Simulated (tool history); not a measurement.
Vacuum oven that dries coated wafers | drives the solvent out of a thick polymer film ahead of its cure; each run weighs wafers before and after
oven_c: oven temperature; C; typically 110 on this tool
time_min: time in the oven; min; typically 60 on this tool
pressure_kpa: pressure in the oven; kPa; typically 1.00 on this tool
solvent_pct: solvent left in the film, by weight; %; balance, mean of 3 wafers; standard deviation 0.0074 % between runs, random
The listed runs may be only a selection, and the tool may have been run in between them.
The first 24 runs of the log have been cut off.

{"run": 25, "day": 17.329, "oven_c": 110, "time_min": 60, "pressure_kpa": 1.0, "solvent_pct": 2.833}
{"run": 26, "day": 17.775, "oven_c": 123, "time_min": 107, "pressure_kpa": 0.73, "solvent_pct": 0.487}
{"run": 27, "day": 18.25, "oven_c": 123, "time_min": 107, "pressure_kpa": 0.73, "solvent_pct": 0.472}
{"run": 28, "day": 18.846, "oven_c": 123, "time_min": 107, "pressure_kpa": 0.73, "solvent_pct": 0.473}
{"run": 29, "day": 19.617, "oven_c": 117, "time_min": 81, "pressure_kpa": 1.27, "solvent_pct": 1.215}
{"run": 30, "day": 20.108, "oven_c": 108, "time_min": 87, "pressure_kpa": 1.0, "solvent_pct": 1.925}
{"run": 31, "day": 20.654, "oven_c": 108, "time_min": 87, "pressure_kpa": 1.0, "solvent_pct": 1.922}
{"run": 32, "day": 21.471, "oven_c": 108, "time_min": 87, "pressure_kpa": 1.0, "solvent_pct": 1.939}
{"run": 33, "day": 21.988, "oven_c": 105, "time_min": 59, "pressure_kpa": 1.0, "solvent_pct": 4.23}
{"run": 34, "day": 22.65, "oven_c": 108, "time_min": 104, "pressure_kpa": 1.44, "solvent_pct": 1.931}
{"run": 35, "day": 23.233, "oven_c": 95, "time_min": 82, "pressure_kpa": 1.04, "solvent_pct": 5.625}
{"run": 36, "day": 24.021, "oven_c": 122, "time_min": 67, "pressure_kpa": 1.04, "solvent_pct": 0.908}
{"run": 37, "day": 24.842, "oven_c": 100, "time_min": 38, "pressure_kpa": 2.24, "solvent_pct": 9.77}
{"run": 38, "day": 25.579, "oven_c": 103, "time_min": 79, "pressure_kpa": 1.55, "solvent_pct": 3.87}
{"run": 39, "day": 26.462, "oven_c": 103, "time_min": 79, "pressure_kpa": 1.55, "solvent_pct": 3.876}
{"run": 40, "day": 27.058, "oven_c": 103, "time_min": 79, "pressure_kpa": 1.55, "solvent_pct": 3.869}
{"run": 41, "day": 27.454, "oven_c": 103, "time_min": 79, "pressure_kpa": 1.55, "solvent_pct": 3.87}
{"run": 42, "day": 27.854, "oven_c": 110, "time_min": 70, "pressure_kpa": 1.0, "solvent_pct": 2.236}
{"run": 43, "day": 28.692, "oven_c": 110, "time_min": 70, "pressure_kpa": 1.0, "solvent_pct": 2.224}
{"run": 44, "day": 29.146, "oven_c": 114, "time_min": 36, "pressure_kpa": 1.68, "solvent_pct": 4.825}
{"run": 45, "day": 29.892, "oven_c": 110, "time_min": 101, "pressure_kpa": 1.53, "solvent_pct": 1.813}
{"run": 46, "day": 30.688, "oven_c": 110, "time_min": 101, "pressure_kpa": 1.53, "solvent_pct": 1.817}
{"run": 47, "day": 31.562, "oven_c": 110, "time_min": 80, "pressure_kpa": 1.53, "solvent_pct": 2.282}

Here are 3 independent what-if runs from the current tool condition. What would each one return?
{"run": "A", "day": 32.083, "oven_c": 107, "time_min": 60, "pressure_kpa": 1.0, "solvent_pct": "?"}
{"run": "B", "day": 32.083, "oven_c": 101, "time_min": 80, "pressure_kpa": 3.32, "solvent_pct": "?"}
{"run": "C", "day": 32.083, "oven_c": 110, "time_min": 73, "pressure_kpa": 2.27, "solvent_pct": "?"}

run=A solvent_pct=3.559
run=B solvent_pct=6.273
run=C solvent_pct=3.176
With no hidden state in the tool, these same runs would have given:
run=A solvent_pct=3.793
run=B solvent_pct=6.571
run=C solvent_pct=3.340
